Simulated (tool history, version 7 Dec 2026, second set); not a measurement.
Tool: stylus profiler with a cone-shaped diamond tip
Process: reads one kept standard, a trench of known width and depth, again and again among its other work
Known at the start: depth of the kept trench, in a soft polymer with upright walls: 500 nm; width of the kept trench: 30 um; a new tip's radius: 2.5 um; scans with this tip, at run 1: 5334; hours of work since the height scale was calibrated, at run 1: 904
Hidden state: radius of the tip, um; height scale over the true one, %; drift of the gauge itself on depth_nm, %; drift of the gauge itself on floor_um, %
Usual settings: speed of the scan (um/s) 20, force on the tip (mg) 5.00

run    hour  speed of the scan (um/s)  force on the tip (mg)  scans with this tip  hours of work since the height scale was calibrated  depth of the trench (nm)  width of the trench's floor (µm)
  1     0.0                        20                   5.00                 5334                                                  904                    511.00                             26.57
  2    75.5                        20                   5.00                 5671                                                  961                    510.53                             26.51
  3   134.9                        20                   5.00                 5936                                                 1006                    510.40                             26.54
  4   180.5                        20                   5.00                 6140                                                 1040                    510.52                             26.48
  5   229.0                        20                   4.84                 6356                                                 1077                    510.12                             26.48
  6   279.1                        20                   4.84                 6580                                                 1115                    509.95                             26.51
  7   315.7                        20                   4.84                 6744                                                 1142                    509.62                             26.48
  8   380.5                        20                  10.43                 7033                                                 1191                    517.92                             26.50
  9   447.0                        20                   3.09                 7330                                                 1242                    507.03                             26.37
 10   494.8                        20                   3.09                 7543                                                 1278                    506.77                             26.36
 11   527.6                        20                  14.25                 7689                                                 1303                    522.04                             26.39
 12   564.5                        14                   5.00                 7854                                                 1331                    509.96                             26.43
 13   641.2                        11                   5.00                 8196                                                 1389                    509.78                             26.36
 14   691.7                        21                   7.20                 8422                                                 1427                    513.36                             26.30
      696.2  -- height scale calibrated on a step standard
 15   763.8                        21                   7.20                 8742                                                   51                    512.72                             26.30
 16   838.3                        56                   5.00                 9074                                                  107                    509.49                             26.15
 17   887.1                        10                   3.01                 9292                                                  144                    505.67                             26.28
 18   930.1                        52                   9.47                 9484                                                  177                    515.76                             26.22
 19   970.0                        57                   8.94                 9662                                                  207                    515.06                             26.19
 20  1014.8                        15                   8.71                 9862                                                  241                    514.45                             26.30
     1061.6  -- height scale calibrated on a step standard, once more
 21  1085.4                        13                   4.28                10175                                                   18                    510.81                             26.20

The same runs without the tool's hidden state, with the same run-to-run variation:
run  depth of the trench (nm)  width of the trench's floor (µm)
  1                    512.37                             26.94
  2                    511.99                             26.90
  3                    511.92                             26.95
  4                    512.09                             26.91
  5                    511.75                             26.93
  6                    511.64                             26.98
  7                    511.35                             26.96
  8                    519.76                             26.99
  9                    508.91                             26.89
 10                    508.71                             26.89
 11                    524.08                             26.93
 12                    512.00                             26.98
 13                    511.92                             26.94
 14                    515.57                             26.89
 15                    515.34                             26.91
 16                    512.18                             26.79
 17                    508.40                             26.94
 18                    518.60                             26.89
 19                    517.94                             26.86
 20                    517.38                             26.99
 21                    510.91                             26.92
